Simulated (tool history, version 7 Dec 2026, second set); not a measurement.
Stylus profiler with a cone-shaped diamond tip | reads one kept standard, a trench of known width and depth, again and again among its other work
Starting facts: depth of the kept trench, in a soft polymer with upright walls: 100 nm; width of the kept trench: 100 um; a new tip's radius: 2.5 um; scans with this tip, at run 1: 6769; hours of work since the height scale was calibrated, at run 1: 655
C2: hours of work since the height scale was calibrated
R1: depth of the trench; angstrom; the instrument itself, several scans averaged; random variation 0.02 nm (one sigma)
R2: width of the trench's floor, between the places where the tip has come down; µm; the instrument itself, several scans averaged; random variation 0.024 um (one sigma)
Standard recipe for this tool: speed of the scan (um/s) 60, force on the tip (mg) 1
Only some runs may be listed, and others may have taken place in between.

Run 1, day 0: usual settings; scans with this tip 6769; C2 655. Result: R1 1009.9 angstrom, R2 97.91 µm.
Run 2, day 2.504: usual settings but speed of the scan (um/s) 89; scans with this tip 7226; C2 699. Result: R1 1009.6 angstrom, R2 97.63 µm.
Run 3, day 5.192: usual settings but speed of the scan (um/s) 89; scans with this tip 7715; C2 746. Result: R1 1010 angstrom, R2 97.61 µm.
Run 4, day 6.771: usual settings but speed of the scan (um/s) 89; scans with this tip 8003; C2 774. Result: R1 1010 angstrom, R2 97.62 µm.
Run 5, day 9.504: usual settings but speed of the scan (um/s) 65; scans with this tip 8501; C2 822. Result: R1 1009.9 angstrom, R2 97.76 µm.
Run 6, day 11.442: usual settings but speed of the scan (um/s) 65; scans with this tip 8854; C2 856. Result: R1 1010.6 angstrom, R2 97.76 µm.
Run 7, day 12.867: usual settings but speed of the scan (um/s) 65; scans with this tip 9114; C2 881. Result: R1 1010.4 angstrom, R2 97.78 µm.
Run 8, day 15.012: usual settings but speed of the scan (um/s) 65; scans with this tip 9505; C2 919. Result: R1 1010.5 angstrom, R2 97.74 µm.
Run 9, day 17.5: usual settings but speed of the scan (um/s) 84; scans with this tip 9958; C2 963. Result: R1 1010.8 angstrom, R2 97.62 µm.
Run 10, day 20.179: usual settings but speed of the scan (um/s) 84; scans with this tip 10447; C2 1010. Result: R1 1010.9 angstrom, R2 97.56 µm.
Run 11, day 22.596: usual settings but speed of the scan (um/s) 84; scans with this tip 10887; C2 1053. Result: R1 1010.8 angstrom, R2 97.58 µm.
Run 12, day 24.529: usual settings but speed of the scan (um/s) 84; scans with this tip 11239; C2 1087. Result: R1 1010.9 angstrom, R2 97.54 µm.
Run 13, day 26.1: usual settings but speed of the scan (um/s) 84; scans with this tip 11525; C2 1114. Result: R1 1011 angstrom, R2 97.54 µm.
Run 14, day 28.775: usual settings but speed of the scan (um/s) 84; scans with this tip 12013; C2 1162. Result: R1 1011.1 angstrom, R2 97.57 µm.
Run 15, day 31.083: usual settings but speed of the scan (um/s) 84; scans with this tip 12434; C2 1202. Result: R1 1011.5 angstrom, R2 97.53 µm.
Run 16, day 33.112: usual settings but speed of the scan (um/s) 84; scans with this tip 12803; C2 1238. Result: R1 1011.3 angstrom, R2 97.51 µm.
At day 33.358: new tip fitted, height scale calibrated.
Run 17, day 34.471: usual settings but speed of the scan (um/s) 84; scans with this tip 203; C2 20. Result: R1 1008 angstrom, R2 98.04 µm.
Run 18, day 36.642: usual settings but speed of the scan (um/s) 56; scans with this tip 598; C2 58. Result: R1 1008.1 angstrom, R2 98.19 µm.
Run 19, day 38.462: usual settings but speed of the scan (um/s) 56; scans with this tip 930; C2 90. Result: R1 1008.2 angstrom, R2 98.16 µm.
Run 20, day 40.5: usual settings but speed of the scan (um/s) 56; scans with this tip 1302; C2 126. Result: R1 1008.6 angstrom, R2 98.14 µm.
Run 21, day 43.521: usual settings but speed of the scan (um/s) 56; scans with this tip 1852; C2 179. Result: R1 1008.5 angstrom, R2 98.11 µm.
Run 22, day 45.025: usual settings but force on the tip (mg) 0.8; scans with this tip 2126; C2 206. Result: R1 1007.6 angstrom, R2 98.04 µm.
Run 23, day 46.996: usual settings but force on the tip (mg) 0.8; scans with this tip 2485; C2 240. Result: R1 1007.5 angstrom, R2 98.04 µm.
Run 24, day 48.967: usual settings but speed of the scan (um/s) 94, force on the tip (mg) 1.17; scans with this tip 2845; C2 275. Result: R1 1009.6 angstrom, R2 97.89 µm.
Run 25, day 51.154: usual settings but speed of the scan (um/s) 83, force on the tip (mg) 0.64; scans with this tip 3243; C2 314. Result: R1 1007.2 angstrom, R2 97.72 µm.
Run 26, day 53.142: usual settings but speed of the scan (um/s) 83, force on the tip (mg) 0.64; scans with this tip 3606; C2 349. Result: R1 1006.9 angstrom, R2 97.72 µm.
Run 27, day 54.717: usual settings but force on the tip (mg) 1.04; scans with this tip 3892; C2 376. Result: R1 1009.4 angstrom, R2 98.03 µm.
Run 28, day 57.312: usual settings but speed of the scan (um/s) 155, force on the tip (mg) 2.03; scans with this tip 4365; C2 422. Result: R1 1013.7 angstrom, R2 97.63 µm.
Run 29, day 59.662: usual settings but speed of the scan (um/s) 34, force on the tip (mg) 0.66; scans with this tip 4793; C2 463. Result: R1 1007.6 angstrom, R2 98.09 µm.
Run 30, day 61.05: usual settings but speed of the scan (um/s) 34, force on the tip (mg) 0.66; scans with this tip 5046; C2 488. Result: R1 1007.2 angstrom, R2 98.09 µm.
Run 31, day 63.9: usual settings but speed of the scan (um/s) 59, force on the tip (mg) 2.6; scans with this tip 5566; C2 538. Result: R1 1016.4 angstrom, R2 98.08 µm.
Run 32, day 65.383: usual settings but speed of the scan (um/s) 28, force on the tip (mg) 0.87; scans with this tip 5836; C2 564. Result: R1 1008.6 angstrom, R2 98.14 µm.
Run 33, day 66.738: usual settings but speed of the scan (um/s) 28, force on the tip (mg) 0.87; scans with this tip 6083; C2 588. Result: R1 1009 angstrom, R2 98.13 µm.
Run 34, day 69.138: usual settings but speed of the scan (um/s) 28, force on the tip (mg) 0.99; scans with this tip 6520; C2 630. Result: R1 1009.4 angstrom, R2 98.17 µm.
Run 35, day 71.738: usual settings but speed of the scan (um/s) 20, force on the tip (mg) 0.8; scans with this tip 6994; C2 676. Result: R1 1008.7 angstrom, R2 98.17 µm.
Run 36, day 73.412: usual settings but speed of the scan (um/s) 20, force on the tip (mg) 0.8; scans with this tip 7299; C2 706. Result: R1 1008.8 angstrom, R2 98.13 µm.
Run 37, day 75.121: usual settings but speed of the scan (um/s) 166, force on the tip (mg) 0.77; scans with this tip 7611; C2 736. Result: R1 1008.7 angstrom, R2 96.98 µm.
Run 38, day 77.042: usual settings but speed of the scan (um/s) 33; scans with this tip 7961; C2 770. Result: R1 1010 angstrom, R2 98.03 µm.
Run 39, day 78.529: usual settings but speed of the scan (um/s) 88, force on the tip (mg) 0.61; scans with this tip 8232; C2 796. Result: R1 1007.9 angstrom, R2 97.47 µm.
Run 40, day 79.825: usual settings but speed of the scan (um/s) 65, force on the tip (mg) 1.56; scans with this tip 8468; C2 819. Result: R1 1012.8 angstrom, R2 97.84 µm.
Run 41, day 81.9: usual settings but speed of the scan (um/s) 29, force on the tip (mg) 1.24; scans with this tip 8846; C2 855. Result: R1 1011.7 angstrom, R2 98.11 µm.
Run 42, day 83.488: usual settings but speed of the scan (um/s) 29, force on the tip (mg) 1.24; scans with this tip 9136; C2 883. Result: R1 1011.5 angstrom, R2 98.04 µm.
Run 43, day 86.033: usual settings but speed of the scan (um/s) 29, force on the tip (mg) 1.24; scans with this tip 9599; C2 928. Result: R1 1011.4 angstrom, R2 98.1 µm.
Run 44, day 87.942: usual settings but speed of the scan (um/s) 113, force on the tip (mg) 0.97; scans with this tip 9947; C2 962. Result: R1 1010.2 angstrom, R2 97.41 µm.

What if the next run were any one of these 4? Each begins from the tool's condition after run 44:
Run A, day 89.408: usual settings but speed of the scan (um/s) 85, force on the tip (mg) 0.49; scans with this tip 10214; C2 988. Result: R1 ?, R2 ?.
Run B, day 89.408: usual settings but speed of the scan (um/s) 64, force on the tip (mg) 0.97; scans with this tip 10214; C2 988. Result: R1 ?, R2 ?.
Run C, day 89.408: usual settings but speed of the scan (um/s) 65, force on the tip (mg) 1.62; scans with this tip 10214; C2 988. Result: R1 ?, R2 ?.
Run D, day 89.408: usual settings but speed of the scan (um/s) 52, force on the tip (mg) 0.92; scans with this tip 10214; C2 988. Result: R1 ?, R2 ?.

run      R1     R2
  A  1007.7  97.33
  B  1010.8  97.69
  C  1013.7  97.76
  D  1010.3  97.83
Had the tool no hidden state, the same runs would have come out as:
run      R1     R2
  A  1004.7  97.74
  B  1007.9   98.1
  C  1010.8  98.17
  D  1007.4  98.24
